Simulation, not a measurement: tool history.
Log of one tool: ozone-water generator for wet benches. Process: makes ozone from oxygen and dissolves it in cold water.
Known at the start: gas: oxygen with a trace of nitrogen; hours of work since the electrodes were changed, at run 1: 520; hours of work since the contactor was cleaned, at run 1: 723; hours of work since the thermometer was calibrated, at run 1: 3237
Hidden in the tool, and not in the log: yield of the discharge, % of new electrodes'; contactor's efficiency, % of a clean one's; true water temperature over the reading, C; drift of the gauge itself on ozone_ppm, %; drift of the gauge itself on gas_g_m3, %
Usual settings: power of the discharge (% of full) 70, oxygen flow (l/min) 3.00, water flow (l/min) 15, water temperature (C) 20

run      day  power of the discharge (% of full)  oxygen flow (l/min)  water flow (l/min)  water temperature (C)  hours of work since the electrodes were changed  hours of work since the contactor was cleaned  hours of work since the thermometer was calibrated  dissolved ozone (ppm)  ozone in the gas ahead of the water (g/m3)
  1    0.000                                  70                 3.00                  15                     20                                              520                                            723                                                3237                   18.0                                       207.6
  2    2.000                                  70                 3.00                  15                     20                                              557                                            760                                                3274                   17.8                                       205.7
  3    5.688                                  70                 3.00                  15                     20                                              625                                            828                                                3342                   18.3                                       204.1
  4   10.225                                  70                 3.00                  15                     20                                              709                                            912                                                3426                   18.0                                       206.3
  5   14.071                                  70                 3.00                  15                     20                                              780                                            983                                                3497                   18.3                                       207.0
  6   16.846                                  70                 3.00                  15                     20                                              831                                           1034                                                3549                   17.9                                       204.9
  7   20.821                                  70                 3.00                  15                     20                                              905                                           1108                                                3622                   18.1                                       203.3
  8   23.058                                  70                 3.00                  15                     20                                              946                                           1149                                                3664                   18.1                                       204.6
  9   26.308                                  70                 3.00                  15                     20                                             1007                                           1210                                                3724                   18.2                                       203.5
 10   30.746                                  70                 3.00                  15                     20                                             1089                                           1292                                                3806                   18.1                                       204.5
 11   32.883                                  70                 4.58                  15                     20                                             1128                                           1331                                                3845                   19.9                                       177.2
 12   34.938                                  70                 4.58                  15                     20                                             1166                                           1369                                                3884                   19.8                                       176.7
 13   38.333                                  70                 3.61                  15                     20                                             1229                                           1432                                                3946                   18.9                                       190.3
 14   42.225                                  52                 3.00                  15                     20                                             1301                                           1504                                                4018                   14.7                                       164.1
 15   45.929                                  52                 3.00                  15                     20                                             1370                                           1573                                                4087                   14.4                                       164.6
 16   48.446                                  70                 3.00                  15                     20                                             1416                                           1619                                                4134                   18.0                                       202.1
 17   52.575                                  70                 3.00                  15                     20                                             1493                                           1696                                                4210                   18.3                                       202.4
 18   56.100                                  70                 2.36                  12                     20                                             1558                                           1761                                                4275                   20.1                                       216.3
      57.042  -- gauge calibrated
 19   58.950                                  79                 3.59                  13                     22                                             1611                                           1814                                                4328                   22.1                                       211.8
 20   62.229                                  79                 3.54                  13                     25                                             1671                                           1874                                                4389                   21.0                                       214.7
 21   65.438                                  79                 3.54                  13                     25                                             1731                                           1934                                                4448                   20.8                                       212.4
 22   68.079                                  79                 3.54                  13                     25                                             1780                                           1983                                                4497                   21.0                                       214.1
 23   70.483                                  70                 2.17                  15                     13                                             1824                                           2027                                                4541                   17.4                                       228.5
 24   75.150                                  88                 1.62                  15                     23                                             1911                                           2114                                                4628                   16.8                                       294.1
 25   78.821                                  88                 1.62                  15                     23                                             1978                                           2181                                                4696                   16.4                                       295.5
 26   80.758                                  88                 1.62                  15                     23                                             2014                                           2217                                                4732                   16.8                                       295.0
 27   83.200                                  70                 3.00                  12                     24                                             2060                                           2263                                                4777                   20.2                                       205.7
 28   86.767                                  72                 3.00                  15                     18                                             2126                                           2329                                                4843                   18.9                                       208.9
 29   89.121                                  72                 3.00                  15                     18                                             2169                                           2372                                                4886                   18.9                                       209.6
 30   92.958                                  53                 1.91                  19                     17                                             2240                                           2443                                                4957                   10.5                                       192.0
 31   97.750                                  41                 5.25                  19                     17                                             2329                                           2532                                                5046                   12.5                                       116.1
 32  102.488                                  52                 5.25                  19                     12                                             2417                                           2619                                                5134                   15.6                                       135.8

Some steps in ozone in the gas ahead of the water (g/m3) between neighbouring runs. How much of each would the tool show without its hidden state too (settings, what came in, random variation), and how much is left for the hidden state, with any gauge scatter that isn't in both results?
Run 15 -> 16: power of the discharge (% of full) 52 -> 70. ozone in the gas ahead of the water (g/m3) +37.5: hidden state -1.2, all else +38.7.
Run 18 -> 19: power of the discharge (% of full) 70 -> 79, oxygen flow (l/min) 2.36 -> 3.59, water flow (l/min) 12 -> 13, water temperature (C) 20 -> 22, gauge calibrated. ozone in the gas ahead of the water (g/m3) -4.5: hidden state +6.0, all else -10.5.
Run 23 -> 24: power of the discharge (% of full) 70 -> 88, oxygen flow (l/min) 2.17 -> 1.62, water temperature (C) 13 -> 23. ozone in the gas ahead of the water (g/m3) +65.6: hidden state -1.2, all else +66.8.
Run 26 -> 27: power of the discharge (% of full) 88 -> 70, oxygen flow (l/min) 1.62 -> 3.00, water flow (l/min) 15 -> 12, water temperature (C) 23 -> 24. ozone in the gas ahead of the water (g/m3) -89.3: hidden state +0.8, all else -90.1.
Run 30 -> 31: power of the discharge (% of full) 53 -> 41, oxygen flow (l/min) 1.91 -> 5.25. ozone in the gas ahead of the water (g/m3) -75.9: hidden state +1.1, all else -77.0.
